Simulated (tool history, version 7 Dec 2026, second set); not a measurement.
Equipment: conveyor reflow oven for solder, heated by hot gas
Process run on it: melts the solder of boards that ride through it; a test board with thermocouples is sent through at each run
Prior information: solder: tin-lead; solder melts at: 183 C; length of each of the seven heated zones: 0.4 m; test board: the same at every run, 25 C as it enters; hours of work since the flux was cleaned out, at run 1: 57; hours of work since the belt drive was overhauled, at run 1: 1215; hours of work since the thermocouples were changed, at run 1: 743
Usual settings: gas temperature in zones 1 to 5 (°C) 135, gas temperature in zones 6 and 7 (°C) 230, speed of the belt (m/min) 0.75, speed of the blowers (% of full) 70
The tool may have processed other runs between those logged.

run,hour,gas temperature in zones 1 to 5 (°C),gas temperature in zones 6 and 7 (°C),speed of the belt (m/min),speed of the blowers (% of full),hours of work since the flux was cleaned out,hours of work since the belt drive was overhauled,hours of work since the thermocouples were changed,highest temperature of the board (°C),time above the solder's melting point (s)
1,0,135,230,0.75,70,57,1215,743,207.5,39.7
2,59.7,135,230,0.75,70,90,1248,775,205.5,39.1
3,123.9,135,230,0.75,70,125,1283,810,206.2,38.6
4,187.7,135,230,0.858,70,160,1318,845,200.8,27
5,275.5,135,230,0.858,70,208,1366,894,199.4,25.8
6,336.1,135,230,0.858,70,241,1399,927,198.9,25.9
7,386.3,135,230,0.721,70,269,1427,954,205.3,39.7
8,474.4,135,230,0.721,70,317,1475,1003,205.4,39.3
# hour 496.2: flux residue cleaned out of gas plates and filters
9,528.1,135,230,0.721,70,18,1502,1029,204.1,38.5
10,591.2,135,230,0.721,70,52,1536,1064,204.4,36.8
# hour 653.3: thermocouples of zones 6 and 7 changed
11,684.2,135,230,0.721,70,102,1586,17,205.1,38.4
12,740.6,135,230,0.721,70,133,1617,48,203.7,38
# hour 783: flux residue cleaned out of gas plates and filters, once more
13,807.4,135,230,0.721,70,13,1651,82,210,45.4
14,857,135,230,0.721,70,41,1678,109,210.3,44.7
15,923.2,135,230,0.75,70,77,1714,145,208.1,39.8
16,998.3,121,242,0.75,70,118,1755,186,214.1,42.8
# hour 1042.7: belt drive overhauled, speed set with a stopwatch
17,1100.8,126,224,0.746,70,172,32,240,199.2,27
18,1174.8,126,218,0.647,70,213,72,281,198.4,31.2
19,1237.9,126,226,0.647,75,247,107,316,206,40.6
20,1290.8,150,226,0.647,75,276,136,345,210.8,54.5
21,1368.1,145,232,0.647,75,319,178,387,213.5,54
# hour 1388.3: flux residue cleaned out of gas plates and filters
22,1465.3,145,232,0.647,75,42,229,437,216.7,57.5
23,1543.8,145,232,0.647,75,85,272,480,216.1,58
24,1646.8,132,223,0.704,55,142,328,537,197.7,29.1
25,1737.5,135,230,0.75,69,191,378,587,205.7,35.3
26,1787.9,135,230,0.852,68,219,406,614,198.9,25.5
27,1844.7,130,242,0.756,83,250,437,645,215.4,43.5
28,1948.4,145,230,0.76,70,307,494,702,205.6,39
# hour 1987.9: flux residue cleaned out of gas plates and filters
29,2012.3,145,230,0.724,85,13,526,735,212.8,49.1
30,2077,130,235,0.763,58,49,562,770,205.6,33.6

For each entry between runs, how does the tool's hidden state at the last listed run before it compare with that at the first listed run after it?
After run 8, before run 9: flux residue cleaned out of gas plates and filters (hour 496.2)
  heat that the gas passes to the board, % of a clean oven's: 87.8 -> 85.5; belt's true speed, % of the reading: 95.88 -> 95.81; true gas temperature in zones 6 and 7 over the reading, C: -2 -> -2.03
  measured minus no-state result, highest temperature of the board (°C): -4 -> -4.9; time above the solder's melting point (s): -2.7 -> -3.7
After run 10, before run 11: thermocouples of zones 6 and 7 changed (hour 653.3)
  heat that the gas passes to the board, % of a clean oven's: 84.4 -> 82.7; belt's true speed, % of the reading: 95.7 -> 95.56; true gas temperature in zones 6 and 7 over the reading, C: -2.09 -> -0.01
  measured minus no-state result, highest temperature of the board (°C): -5.3 -> -4.2; time above the solder's melting point (s): -4.3 -> -3.2
After run 12, before run 13: flux residue cleaned out of gas plates and filters, once more (hour 783)
  heat that the gas passes to the board, % of a clean oven's: 81.7 -> 99.2; belt's true speed, % of the reading: 95.48 -> 95.38; true gas temperature in zones 6 and 7 over the reading, C: -0.05 -> -0.1
  measured minus no-state result, highest temperature of the board (°C): -4.5 -> +1.3; time above the solder's melting point (s): -3.7 -> +3.5
After run 16, before run 17: belt drive overhauled, speed set with a stopwatch (hour 1042.7)
  heat that the gas passes to the board, % of a clean oven's: 95.3 -> 93.2; belt's true speed, % of the reading: 95.07 -> 99.91; true gas temperature in zones 6 and 7 over the reading, C: -0.24 -> -0.32
  measured minus no-state result, highest temperature of the board (°C): +0.3 -> -2.5; time above the solder's melting point (s): +2.4 -> -3.3
After run 21, before run 22: flux residue cleaned out of gas plates and filters (hour 1388.3)
  heat that the gas passes to the board, % of a clean oven's: 88 -> 98.3; belt's true speed, % of the reading: 99.48 -> 99.33; true gas temperature in zones 6 and 7 over the reading, C: -0.52 -> -0.59
  measured minus no-state result, highest temperature of the board (°C): -3.6 -> -0.7; time above the solder's melting point (s): -3.1 -> -0.2
After run 28, before run 29: flux residue cleaned out of gas plates and filters (hour 1987.9)
  heat that the gas passes to the board, % of a clean oven's: 88.6 -> 98.6; belt's true speed, % of the reading: 98.53 -> 98.45; true gas temperature in zones 6 and 7 over the reading, C: -0.97 -> -1.01
  measured minus no-state result, highest temperature of the board (°C): -3.8 -> -0.7; time above the solder's melting point (s): -3.5 -> +0.3
